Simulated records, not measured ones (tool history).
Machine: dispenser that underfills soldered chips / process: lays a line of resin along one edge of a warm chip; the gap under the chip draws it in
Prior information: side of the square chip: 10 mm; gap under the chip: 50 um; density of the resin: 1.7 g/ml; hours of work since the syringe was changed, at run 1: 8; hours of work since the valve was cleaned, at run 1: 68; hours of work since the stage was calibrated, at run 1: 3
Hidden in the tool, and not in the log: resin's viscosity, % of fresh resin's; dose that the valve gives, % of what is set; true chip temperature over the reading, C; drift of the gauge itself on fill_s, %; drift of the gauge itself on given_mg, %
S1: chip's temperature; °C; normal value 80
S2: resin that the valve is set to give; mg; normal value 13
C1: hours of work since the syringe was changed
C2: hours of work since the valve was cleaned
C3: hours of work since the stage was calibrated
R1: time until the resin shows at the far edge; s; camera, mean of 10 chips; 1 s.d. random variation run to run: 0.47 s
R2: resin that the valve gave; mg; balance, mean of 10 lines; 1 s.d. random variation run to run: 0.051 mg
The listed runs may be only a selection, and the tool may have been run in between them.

run,hour,S1,S2,C1,C2,C3,R1,R2
1,0,80,13,8,68,3,59.9,12.53
# hour 4.2: new syringe of resin
# hour 6.6: dispensing valve cleaned and set on the balance
2,9,80,13,3,2,9,43.8,13.07
3,16.8,80,13,9,8,15,63.9,12.92
# hour 20.6: new syringe of resin
4,26.8,80,13,5,16,23,50.9,12.94
5,31.7,80,13,9,19,27,63.2,12.93
# hour 35.8: new syringe of resin
6,36.7,80,11.4,1,23,31,38.8,11.28
7,42.1,80,14.1,5,27,35,48.8,14.03
8,47.4,80,15.6,9,32,39,62.9,15.44
# hour 50.8: new syringe of resin
9,55.9,80,15.6,4,38,45,45.1,15.39
10,65,78,13,11,45,52,78.9,12.8
# hour 66.2: new syringe of resin
11,71.1,78,13,4,50,57,49,12.76
12,80.4,78,13,11,57,64,78.5,12.64
# hour 81.6: new syringe of resin
13,89.1,80,16.8,6,63,71,53.2,16.36
# hour 96.6: new syringe of resin
14,96.7,80,14.2,0,69,77,36.2,13.86
# hour 101.5: dispensing valve cleaned and set on the balance
15,108.1,80,16.4,8,5,85,59.8,16.31
# hour 112.4: new syringe of resin
16,115.8,84,13,3,11,90,38.2,13
17,124.8,80,11.1,10,18,98,69.4,11.13
# hour 127.4: new syringe of resin
18,130.1,80,11.1,2,22,101,43.3,11.03
19,138.6,80,11.1,9,29,108,66.5,10.91
# hour 142.6: new syringe of resin
20,146.7,71,12.7,3,35,114,58,12.51
21,152.4,94,15,8,39,119,38.9,14.77
# hour 157.5: new syringe of resin
22,162.4,94,15,4,47,126,30.7,14.75
23,168,94,14.4,8,51,131,39.8,14.12
# hour 172.7: new syringe of resin
24,175,80,15.9,2,56,136,40.2,15.54
25,184.9,88,15.9,10,64,144,52.6,15.58
# hour 187.6: new syringe of resin
26,191,85,13,3,69,148,36.5,12.64
# hour 196.1: dispensing valve cleaned and set on the balance
27,196.8,81,16.3,6,1,152,52.3,16.23
# hour 203.6: new syringe of resin
28,206.5,84,11.5,2,8,159,38.3,11.45
29,212.3,83,14.3,7,12,164,51.4,14.32
# hour 218.7: new syringe of resin
30,220.5,83,11.7,1,19,170,37.1,11.64
31,230.5,72,11.7,9,26,178,88.1,11.58
# hour 233.6: new syringe of resin
32,240.2,84,14.4,5,34,185,45.3,14.29
# hour 248.6: new syringe of resin
33,249.3,80,13.3,1,41,192,39.5,13
34,256.3,80,13.3,6,46,198,54.2,13.03
35,261.9,72,11.8,10,51,202,96.4,11.54
# hour 264: new syringe of resin
36,266.6,94,14.4,2,54,205,27.3,14.04

Take each entry between the runs: how does the hidden state at the last listed run before it differ from the hidden state at the first listed run after it?
Runs 1 to 2: new syringe of resin (hour 4.2); dispensing valve cleaned and set on the balance (hour 6.6)
  resin's viscosity, % of fresh resin's: 167.9 -> 119.9; dose that the valve gives, % of what is set: 96.82 -> 100.16; true chip temperature over the reading, C: 0.24 -> 0.21
  the result without the hidden state subtracted from the measured one, R1: +24.2 -> +7 s; R2: -0.42 -> +0.02 mg
Runs 3 to 4: new syringe of resin (hour 20.6)
  resin's viscosity, % of fresh resin's: 177.5 -> 139.3; dose that the valve gives, % of what is set: 99.89 -> 99.55; true chip temperature over the reading, C: 0.18 -> 0.14
  the result without the hidden state subtracted from the measured one, R1: +27.8 -> +14.1 s; R2: -0.02 -> -0.06 mg
Runs 5 to 6: new syringe of resin (hour 35.8)
  resin's viscosity, % of fresh resin's: 177.7 -> 104.5; dose that the valve gives, % of what is set: 99.38 -> 99.23; true chip temperature over the reading, C: 0.12 -> 0.1
  the result without the hidden state subtracted from the measured one, R1: +27.5 -> +1.6 s; R2: -0.08 -> -0.09 mg
Runs 8 to 9: new syringe of resin (hour 50.8)
  resin's viscosity, % of fresh resin's: 178.4 -> 127.4; dose that the valve gives, % of what is set: 98.88 -> 98.59; true chip temperature over the reading, C: 0.05 -> 0.02
  the result without the hidden state subtracted from the measured one, R1: +27.7 -> +9.7 s; R2: -0.17 -> -0.22 mg
Runs 10 to 11: new syringe of resin (hour 66.2)
  resin's viscosity, % of fresh resin's: 200.7 -> 127.5; dose that the valve gives, % of what is set: 98.29 -> 98.09; true chip temperature over the reading, C: -0.02 -> -0.04
  the result without the hidden state subtracted from the measured one, R1: +39.4 -> +10.7 s; R2: -0.23 -> -0.24 mg
Runs 12 to 13: new syringe of resin (hour 81.6)
  resin's viscosity, % of fresh resin's: 202.9 -> 147.1; dose that the valve gives, % of what is set: 97.75 -> 97.46; true chip temperature over the reading, C: -0.08 -> -0.12
  the result without the hidden state subtracted from the measured one, R1: +40.1 -> +17.3 s; R2: -0.29 -> -0.43 mg
Runs 13 to 14: new syringe of resin (hour 96.6)
  resin's viscosity, % of fresh resin's: 147.1 -> 99.6; dose that the valve gives, % of what is set: 97.46 -> 97.22; true chip temperature over the reading, C: -0.12 -> -0.15
  the result without the hidden state subtracted from the measured one, R1: +17.3 -> +0.1 s; R2: -0.43 -> -0.4 mg
Runs 14 to 15: dispensing valve cleaned and set on the balance (hour 101.5)
  resin's viscosity, % of fresh resin's: 99.6 -> 166.9; dose that the valve gives, % of what is set: 97.22 -> 100.08; true chip temperature over the reading, C: -0.15 -> -0.19
  the result without the hidden state subtracted from the measured one, R1: +0.1 -> +24.5 s; R2: -0.4 -> +0.02 mg
Runs 15 to 16: new syringe of resin (hour 112.4)
  resin's viscosity, % of fresh resin's: 166.9 -> 118.1; dose that the valve gives, % of what is set: 100.08 -> 99.83; true chip temperature over the reading, C: -0.19 -> -0.22
  the result without the hidden state subtracted from the measured one, R1: +24.5 -> +6.2 s; R2: +0.02 -> -0.02 mg
Runs 17 to 18: new syringe of resin (hour 127.4)
  resin's viscosity, % of fresh resin's: 185.2 -> 114.2; dose that the valve gives, % of what is set: 99.52 -> 99.34; true chip temperature over the reading, C: -0.26 -> -0.28
  the result without the hidden state subtracted from the measured one, R1: +32.3 -> +5.8 s; R2: -0.06 -> -0.07 mg
Runs 19 to 20: new syringe of resin (hour 142.6)
  resin's viscosity, % of fresh resin's: 173.9 -> 121.7; dose that the valve gives, % of what is set: 99.06 -> 98.79; true chip temperature over the reading, C: -0.32 -> -0.35
  the result without the hidden state subtracted from the measured one, R1: +28.7 -> +11.2 s; R2: -0.1 -> -0.15 mg
Runs 21 to 22: new syringe of resin (hour 157.5)
  resin's viscosity, % of fresh resin's: 162.1 -> 127.5; dose that the valve gives, % of what is set: 98.58 -> 98.24; true chip temperature over the reading, C: -0.37 -> -0.41
  the result without the hidden state subtracted from the measured one, R1: +15.1 -> +6.9 s; R2: -0.21 -> -0.26 mg
Runs 23 to 24: new syringe of resin (hour 172.7)
  resin's viscosity, % of fresh resin's: 168.3 -> 112.2; dose that the valve gives, % of what is set: 98.03 -> 97.81; true chip temperature over the reading, C: -0.43 -> -0.46
  the result without the hidden state subtracted from the measured one, R1: +16.5 -> +4.9 s; R2: -0.29 -> -0.35 mg
Runs 25 to 26: new syringe of resin (hour 187.6)
  resin's viscosity, % of fresh resin's: 183.8 -> 117.7; dose that the valve gives, % of what is set: 97.46 -> 97.27; true chip temperature over the reading, C: -0.5 -> -0.52
  the result without the hidden state subtracted from the measured one, R1: +24.3 -> +6.1 s; R2: -0.41 -> -0.35 mg
Runs 26 to 27: dispensing valve cleaned and set on the balance (hour 196.1)
  resin's viscosity, % of fresh resin's: 117.7 -> 149.5; dose that the valve gives, % of what is set: 97.27 -> 99.93; true chip temperature over the reading, C: -0.52 -> -0.55
  the result without the hidden state subtracted from the measured one, R1: +6.1 -> +17.9 s; R2: -0.35 -> -0.01 mg
Runs 27 to 28: new syringe of resin (hour 203.6)
  resin's viscosity, % of fresh resin's: 149.5 -> 115.4; dose that the valve gives, % of what is set: 99.93 -> 99.61; true chip temperature over the reading, C: -0.55 -> -0.58
  the result without the hidden state subtracted from the measured one, R1: +17.9 -> +5.8 s; R2: -0.01 -> -0.05 mg
Runs 29 to 30: new syringe of resin (hour 218.7)
  resin's viscosity, % of fresh resin's: 154.3 -> 109.4; dose that the valve gives, % of what is set: 99.41 -> 99.13; true chip temperature over the reading, C: -0.6 -> -0.63
  the result without the hidden state subtracted from the measured one, R1: +18.6 -> +3.9 s; R2: -0.08 -> -0.1 mg
Runs 31 to 32: new syringe of resin (hour 233.6)
  resin's viscosity, % of fresh resin's: 180.1 -> 136.4; dose that the valve gives, % of what is set: 98.81 -> 98.5; true chip temperature over the reading, C: -0.68 -> -0.72
  the result without the hidden state subtracted from the measured one, R1: +40.5 -> +12.7 s; R2: -0.14 -> -0.22 mg
Runs 32 to 33: new syringe of resin (hour 248.6)
  resin's viscosity, % of fresh resin's: 136.4 -> 104.7; dose that the valve gives, % of what is set: 98.5 -> 98.2; true chip temperature over the reading, C: -0.72 -> -0.76
  the result without the hidden state subtracted from the measured one, R1: +12.7 -> +2.8 s; R2: -0.22 -> -0.23 mg
Runs 35 to 36: new syringe of resin (hour 264)
  resin's viscosity, % of fresh resin's: 195.5 -> 113.9; dose that the valve gives, % of what is set: 97.77 -> 97.61; true chip temperature over the reading, C: -0.81 -> -0.83
  the result without the hidden state subtracted from the measured one, R1: +48.7 -> +3.9 s; R2: -0.27 -> -0.35 mg
